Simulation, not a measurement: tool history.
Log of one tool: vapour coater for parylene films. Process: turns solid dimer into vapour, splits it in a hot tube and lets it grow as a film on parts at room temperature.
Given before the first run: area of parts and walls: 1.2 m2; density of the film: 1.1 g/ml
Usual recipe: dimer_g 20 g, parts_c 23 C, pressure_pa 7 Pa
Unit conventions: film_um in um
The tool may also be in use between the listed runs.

{"run": 1, "hour": 0.0, "dimer_g": 20, "parts_c": 23, "pressure_pa": 7, "film_um": 7.18}
{"run": 2, "hour": 18.7, "dimer_g": 20, "parts_c": 23, "pressure_pa": 7, "film_um": 7.17}
{"run": 3, "hour": 56.9, "dimer_g": 20, "parts_c": 23, "pressure_pa": 7, "film_um": 7.08}
{"run": 4, "hour": 100.1, "dimer_g": 20, "parts_c": 23, "pressure_pa": 7, "film_um": 7.16}
{"run": 5, "hour": 137.1, "dimer_g": 20, "parts_c": 23, "pressure_pa": 7, "film_um": 7.07}
{"run": 6, "hour": 156.7, "dimer_g": 20, "parts_c": 30, "pressure_pa": 7, "film_um": 6.3}
{"run": 7, "hour": 185.3, "dimer_g": 20, "parts_c": 30, "pressure_pa": 7, "film_um": 6.27}
{"run": 8, "hour": 224.6, "dimer_g": 20, "parts_c": 30, "pressure_pa": 7, "film_um": 6.21}
{"run": 9, "hour": 244.9, "dimer_g": 20, "parts_c": 30, "pressure_pa": 7, "film_um": 6.26}
{"run": 10, "hour": 284.1, "dimer_g": 20, "parts_c": 30, "pressure_pa": 7, "film_um": 6.19}
{"run": 11, "hour": 307.3, "dimer_g": 20, "parts_c": 23, "pressure_pa": 9.77, "film_um": 6.72}
{"run": 12, "hour": 333.0, "dimer_g": 20, "parts_c": 23, "pressure_pa": 7, "film_um": 6.92}
{"run": 13, "hour": 364.3, "dimer_g": 20, "parts_c": 18, "pressure_pa": 7, "film_um": 7.47}
{"run": 14, "hour": 395.5, "dimer_g": 20, "parts_c": 23, "pressure_pa": 7, "film_um": 6.9}
{"run": 15, "hour": 418.6, "dimer_g": 18, "parts_c": 23, "pressure_pa": 2.12, "film_um": 6.77}
{"run": 16, "hour": 437.2, "dimer_g": 18, "parts_c": 23, "pressure_pa": 2.12, "film_um": 6.72}
{"run": 17, "hour": 470.3, "dimer_g": 33, "parts_c": 21, "pressure_pa": 5.18, "film_um": 11.79}
{"run": 18, "hour": 504.0, "dimer_g": 33, "parts_c": 21, "pressure_pa": 5.18, "film_um": 11.8}
{"run": 19, "hour": 532.8, "dimer_g": 20, "parts_c": 30, "pressure_pa": 4.04, "film_um": 6.28}
{"run": 20, "hour": 551.3, "dimer_g": 8, "parts_c": 29, "pressure_pa": 3.95, "film_um": 2.56}
{"run": 21, "hour": 575.2, "dimer_g": 8, "parts_c": 29, "pressure_pa": 3.07, "film_um": 2.59}
{"run": 22, "hour": 619.3, "dimer_g": 23, "parts_c": 16, "pressure_pa": 2.35, "film_um": 9.4}
{"run": 23, "hour": 641.2, "dimer_g": 23, "parts_c": 29, "pressure_pa": 7, "film_um": 6.88}
{"run": 24, "hour": 680.3, "dimer_g": 20, "parts_c": 21, "pressure_pa": 5.24, "film_um": 6.96}
{"hour": 705.1, "done": "trap's valve overhauled"}
{"run": 25, "hour": 707.3, "dimer_g": 35, "parts_c": 25, "pressure_pa": 3.33, "film_um": 12.88}
{"run": 26, "hour": 735.1, "dimer_g": 35, "parts_c": 25, "pressure_pa": 3.33, "film_um": 12.95}
{"run": 27, "hour": 767.8, "dimer_g": 35, "parts_c": 25, "pressure_pa": 3.33, "film_um": 12.96}
{"run": 28, "hour": 790.7, "dimer_g": 22, "parts_c": 33, "pressure_pa": 3.04, "film_um": 7.16}

4 ways to go on from here, each from the tool as it stands after run 28. What would each give?
{"run": "A", "hour": 814.9, "dimer_g": 21, "parts_c": 23, "pressure_pa": 7, "film_um": "?"}
{"run": "B", "hour": 814.9, "dimer_g": 14, "parts_c": 18, "pressure_pa": 3.04, "film_um": "?"}
{"run": "C", "hour": 814.9, "dimer_g": 22, "parts_c": 19, "pressure_pa": 3.04, "film_um": "?"}
{"run": "D", "hour": 814.9, "dimer_g": 22, "parts_c": 33, "pressure_pa": 11.44, "film_um": "?"}

run=A film_um=7.44
run=B film_um=5.78
run=C film_um=8.95
run=D film_um=6.49
With the hidden condition removed and each run's random variation left untouched, the same runs would have given:
run=A film_um=7.64
run=B film_um=5.93
run=C film_um=9.18
run=D film_um=6.66
